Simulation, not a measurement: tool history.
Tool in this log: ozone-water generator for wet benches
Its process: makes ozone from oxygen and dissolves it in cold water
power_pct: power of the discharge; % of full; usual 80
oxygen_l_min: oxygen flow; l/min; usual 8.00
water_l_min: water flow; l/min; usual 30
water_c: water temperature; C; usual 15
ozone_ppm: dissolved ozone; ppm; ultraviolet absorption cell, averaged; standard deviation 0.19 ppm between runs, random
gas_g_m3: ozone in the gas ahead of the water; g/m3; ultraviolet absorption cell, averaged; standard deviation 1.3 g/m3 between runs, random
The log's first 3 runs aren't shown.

run	hour	power_pct	oxygen_l_min	water_l_min	water_c	hours of work since the electrodes were changed	hours of work since the contactor was cleaned	hours of work since the thermometer was calibrated	ozone_ppm	gas_g_m3
4	382.9	80	8.00	30	15	882	3230	2146	26.6	241.1
5	472.0	80	8.00	30	15	953	3301	2217	26.8	240.3
6	618.0	80	8.00	46	15	1069	3417	2333	18.7	237.0
7	775.3	80	8.00	46	15	1194	3542	2458	18.4	239.7
8	935.8	80	8.00	30	15	1321	3669	2586	26.3	239.0
9	1099.4	80	8.00	30	15	1451	3799	2716	26.7	241.7
10	1211.7	90	8.00	30	15	1540	3889	2805	28.5	260.2
11	1381.3	80	8.00	45	15	1675	4023	2940	19.2	240.3
12	1533.2	67	8.00	45	15	1796	4144	3060	16.7	213.1
13	1623.3	80	8.00	30	15	1867	4216	3132	26.4	240.7
14	1740.6	80	6.07	30	15	1961	4309	3225	25.4	277.5
15	1856.9	80	8.00	30	15	2053	4401	3317	26.5	242.6
16	1972.2	80	8.00	30	15	2145	4493	3409	26.3	239.8
17	2049.2	80	8.00	30	15	2206	4554	3470	26.4	239.3
18	2215.1	80	8.00	30	15	2338	4686	3602	26.4	240.9
19	2322.2	80	8.00	30	15	2423	4771	3687	26.1	239.0
# hour 2449.6: water thermometer calibrated
20	2466.6	80	8.00	30	15	2537	4885	14	26.0	241.2
21	2577.0	80	8.00	30	15	2625	4973	101	26.7	242.5
22	2665.5	80	4.24	30	15	2695	5043	172	23.7	323.3

Run 23, settings as shown, results not yet in. Your forecast:
23	2781.0	80	4.24	30	15	2787	5135	263	?	?

{"run 23": {"ozone_ppm": 23.2, "gas_g_m3": 320.3}}
The same run, on a tool lacking any hidden state, would have yielded ozone_ppm 23.2 ppm, gas_g_m3 320.6 g/m3.

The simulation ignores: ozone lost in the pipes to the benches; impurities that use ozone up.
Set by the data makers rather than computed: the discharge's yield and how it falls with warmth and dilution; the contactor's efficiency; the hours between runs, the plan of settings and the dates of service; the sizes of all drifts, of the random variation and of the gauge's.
